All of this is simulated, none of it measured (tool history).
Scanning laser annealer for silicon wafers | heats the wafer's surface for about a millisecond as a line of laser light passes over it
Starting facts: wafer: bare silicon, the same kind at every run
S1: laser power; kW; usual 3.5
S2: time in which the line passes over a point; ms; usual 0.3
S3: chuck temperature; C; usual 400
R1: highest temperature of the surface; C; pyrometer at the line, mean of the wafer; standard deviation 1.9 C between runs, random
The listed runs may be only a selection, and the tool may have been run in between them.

Run 1, hour 0: usual settings. Result: R1 1161 C.
Run 2, hour 19: usual settings but S1 3.584 kW. Result: R1 1178 C.
Run 3, hour 32.4: usual settings but S2 0.276 ms. Result: R1 1122 C.
Run 4, hour 42.9: usual settings but S2 0.331 ms. Result: R1 1199 C.
Run 5, hour 55: usual settings but S2 0.329 ms. Result: R1 1197 C.
Run 6, hour 80: usual settings but S2 0.329 ms. Result: R1 1196 C.
At hour 83.9: window over the wafer cleaned.
Run 7, hour 103.3: usual settings but S3 375 C. Result: R1 1125 C.
Run 8, hour 126.1: usual settings but S3 375 C. Result: R1 1118 C.
Run 9, hour 137.5: usual settings but S3 438 C. Result: R1 1185 C.

Forecast run 10:
Run 10, hour 151.3: usual settings but S3 438 C. Result: R1 ?.

Run 10 produced R1 1180 C.
With the hidden condition absent and the run-to-run variation left alone, this run would have shown R1 1207 C.
